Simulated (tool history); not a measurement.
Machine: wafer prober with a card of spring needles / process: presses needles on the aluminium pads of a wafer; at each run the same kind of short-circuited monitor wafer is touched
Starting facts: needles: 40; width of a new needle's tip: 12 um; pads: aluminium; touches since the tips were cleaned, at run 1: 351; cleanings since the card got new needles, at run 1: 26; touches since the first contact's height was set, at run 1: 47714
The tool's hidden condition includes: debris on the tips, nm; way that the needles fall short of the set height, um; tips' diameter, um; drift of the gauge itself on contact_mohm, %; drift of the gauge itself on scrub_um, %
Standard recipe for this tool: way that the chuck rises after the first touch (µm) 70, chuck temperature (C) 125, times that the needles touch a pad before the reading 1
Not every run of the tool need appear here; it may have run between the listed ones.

run   hour  way that the chuck rises after the first touch (µm)  chuck temperature (C)  times that the needles touch a pad before the reading  touches since the tips were cleaned  cleanings since the card got new needles  touches since the first contact's height was set  resistance of one needle with its contact and lead (mohm)  way that a needle slides on the pad (µm)
  1      0                                                   70                    125                                                      1                                  351                                        26                                             47714                                                        247                                     18.68
       5.3  -- tips cleaned on abrasive film
  2    7.1                                                   70                    125                                                      1                                  421                                        27                                             49390                                                        246                                     18.89
      12.1  -- tips cleaned on abrasive film
  3   12.9                                                   70                    125                                                      1                                  197                                        28                                             50766                                                        244                                     18.64
      18.6  -- tips cleaned on abrasive film
  4   24.2                                                   51                    125                                                      1                                 1328                                        29                                             53445                                                        248                                     13.61
      25.8  -- tips cleaned on abrasive film
  5   31.6                                                   51                    125                                                      1                                 1397                                        30                                             55208                                                        244                                     13.52
        33  -- tips cleaned on abrasive film
      39.5  -- tips cleaned on abrasive film
  6   41.3                                                   51                    125                                                      1                                  432                                        32                                             57495                                                        247                                     13.75
      46.4  -- tips cleaned on abrasive film
  7   48.8                                                   51                    125                                                      1                                  569                                        33                                             59267                                                        248                                     13.57
      53.3  -- tips cleaned on abrasive film
      60.4  -- tips cleaned on abrasive film
  8   62.3                                                   51                    125                                                      1                                  459                                        35                                             62458                                                        249                                     13.62
      66.9  -- tips cleaned on abrasive film
  9   70.5                                                   51                    125                                                      1                                  852                                        36                                             64397                                                        247                                     13.57
      73.9  -- tips cleaned on abrasive film
      81.1  -- tips cleaned on abrasive film
 10   83.8                                                   78                    113                                                      2                                  661                                        38                                             67554                                                        241                                     21.27
      87.7  -- tips cleaned on abrasive film
      94.4  -- tips cleaned on abrasive film
 11   96.8                                                   55                     88                                                      1                                  592                                        40                                             70637                                                        241                                     14.54
     101.4  -- tips cleaned on abrasive film
 12  103.8                                                   55                     88                                                      1                                  571                                        41                                             72282                                                        242                                     14.94
     108.2  -- tips cleaned on abrasive film
 13  114.1                                                   54                    125                                                      2                                 1426                                        42                                             74743                                                        246                                     14.49
     115.4  -- tips cleaned on abrasive film
 14  121.6                                                   70                     64                                                      1                                 1493                                        43                                             76509                                                        228                                      18.8

What if the next run were any one of these 3? Each begins from the tool's condition after run 14:
     122.7  -- tips cleaned on abrasive film
     129.8  -- tips cleaned on abrasive film
  A  129.8                                                   70                    106                                                      1                                    0                                        45                                             78437                                                          ?                                         ?
     122.7  -- tips cleaned on abrasive film
     129.8  -- tips cleaned on abrasive film
  B  129.8                                                   66                     35                                                      1                                    0                                        45                                             78437                                                          ?                                         ?
     122.7  -- tips cleaned on abrasive film
     129.8  -- tips cleaned on abrasive film
  C  129.8                                                   69                     64                                                      1                                    0                                        45                                             78437                                                          ?                                         ?

run  resistance of one needle with its contact and lead (mohm)  way that a needle slides on the pad (µm)
  A                                                        243                                     18.66
  B                                                        226                                     17.54
  C                                                        228                                     18.31
Stripped of hidden state, with their random variation kept, the same runs would have yielded:
run  resistance of one needle with its contact and lead (mohm)  way that a needle slides on the pad (µm)
  A                                                        243                                     18.68
  B                                                        226                                     17.56
  C                                                        228                                     18.33

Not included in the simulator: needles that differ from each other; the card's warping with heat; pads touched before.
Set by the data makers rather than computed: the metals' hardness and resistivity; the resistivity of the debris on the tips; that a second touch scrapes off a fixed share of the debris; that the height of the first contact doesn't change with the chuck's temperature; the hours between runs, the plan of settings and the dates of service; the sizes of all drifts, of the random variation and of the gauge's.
